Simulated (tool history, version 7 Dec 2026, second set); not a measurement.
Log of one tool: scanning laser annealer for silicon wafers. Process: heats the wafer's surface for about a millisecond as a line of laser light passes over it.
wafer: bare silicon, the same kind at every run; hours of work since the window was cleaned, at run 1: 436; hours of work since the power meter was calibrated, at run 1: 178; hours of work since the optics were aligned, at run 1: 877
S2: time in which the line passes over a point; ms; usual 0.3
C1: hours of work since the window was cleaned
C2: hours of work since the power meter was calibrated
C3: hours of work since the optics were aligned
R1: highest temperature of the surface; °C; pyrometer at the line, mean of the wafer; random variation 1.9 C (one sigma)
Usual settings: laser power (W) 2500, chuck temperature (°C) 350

{"run": 1, "hour": 0.0, "laser power (W)": 2500, "S2": 0.3, "chuck temperature (°C)": 350, "C1": 436, "C2": 178, "C3": 877, "R1": 1178}
{"run": 2, "hour": 14.4, "laser power (W)": 2500, "S2": 0.3, "chuck temperature (°C)": 350, "C1": 445, "C2": 186, "C3": 886, "R1": 1177}
{"hour": 21.6, "done": "window over the wafer cleaned"}
{"run": 3, "hour": 23.4, "laser power (W)": 2135, "S2": 0.3, "chuck temperature (°C)": 350, "C1": 1, "C2": 191, "C3": 891, "R1": 1051}
{"run": 4, "hour": 33.4, "laser power (W)": 2135, "S2": 0.3, "chuck temperature (°C)": 350, "C1": 7, "C2": 197, "C3": 897, "R1": 1052}
{"run": 5, "hour": 45.0, "laser power (W)": 2135, "S2": 0.3, "chuck temperature (°C)": 350, "C1": 14, "C2": 204, "C3": 904, "R1": 1050}
{"run": 6, "hour": 52.6, "laser power (W)": 2500, "S2": 0.3, "chuck temperature (°C)": 387, "C1": 19, "C2": 209, "C3": 909, "R1": 1215}
{"run": 7, "hour": 63.3, "laser power (W)": 2500, "S2": 0.3, "chuck temperature (°C)": 387, "C1": 26, "C2": 215, "C3": 915, "R1": 1217}
{"run": 8, "hour": 73.1, "laser power (W)": 2500, "S2": 0.3, "chuck temperature (°C)": 387, "C1": 32, "C2": 222, "C3": 921, "R1": 1218}
{"run": 9, "hour": 86.5, "laser power (W)": 2500, "S2": 0.3, "chuck temperature (°C)": 315, "C1": 40, "C2": 230, "C3": 930, "R1": 1144}
{"run": 10, "hour": 94.1, "laser power (W)": 2505, "S2": 0.3, "chuck temperature (°C)": 350, "C1": 45, "C2": 235, "C3": 934, "R1": 1180}
{"run": 11, "hour": 105.8, "laser power (W)": 2524, "S2": 0.227, "chuck temperature (°C)": 313, "C1": 52, "C2": 242, "C3": 942, "R1": 1031}
{"run": 12, "hour": 119.3, "laser power (W)": 2524, "S2": 0.268, "chuck temperature (°C)": 313, "C1": 60, "C2": 250, "C3": 950, "R1": 1100}
{"run": 13, "hour": 127.7, "laser power (W)": 2524, "S2": 0.268, "chuck temperature (°C)": 313, "C1": 66, "C2": 255, "C3": 955, "R1": 1105}
{"run": 14, "hour": 139.1, "laser power (W)": 2474, "S2": 0.27, "chuck temperature (°C)": 373, "C1": 73, "C2": 262, "C3": 962, "R1": 1151}
{"run": 15, "hour": 145.9, "laser power (W)": 2474, "S2": 0.236, "chuck temperature (°C)": 369, "C1": 77, "C2": 267, "C3": 966, "R1": 1089}
{"run": 16, "hour": 155.3, "laser power (W)": 2500, "S2": 0.3, "chuck temperature (°C)": 385, "C1": 83, "C2": 272, "C3": 972, "R1": 1211}
{"run": 17, "hour": 165.5, "laser power (W)": 2272, "S2": 0.366, "chuck temperature (°C)": 385, "C1": 89, "C2": 279, "C3": 979, "R1": 1218}
{"run": 18, "hour": 176.2, "laser power (W)": 2156, "S2": 0.366, "chuck temperature (°C)": 343, "C1": 96, "C2": 285, "C3": 985, "R1": 1135}
{"run": 19, "hour": 186.7, "laser power (W)": 2156, "S2": 0.366, "chuck temperature (°C)": 343, "C1": 102, "C2": 292, "C3": 992, "R1": 1132}

Forecast each of these 3 alternatives for the next run:
{"run": "A", "hour": 195.0, "laser power (W)": 2719, "S2": 0.366, "chuck temperature (°C)": 363, "C1": 107, "C2": 297, "C3": 997, "R1": "?"}
{"run": "B", "hour": 195.0, "laser power (W)": 2210, "S2": 0.21, "chuck temperature (°C)": 388, "C1": 107, "C2": 297, "C3": 997, "R1": "?"}
{"run": "C", "hour": 195.0, "laser power (W)": 2500, "S2": 0.212, "chuck temperature (°C)": 347, "C1": 107, "C2": 297, "C3": 997, "R1": "?"}

run=A R1=1373
run=B R1=988
run=C R1=1031
Without the tool's hidden state the same runs would have given:
run=A R1=1373
run=B R1=989
run=C R1=1032
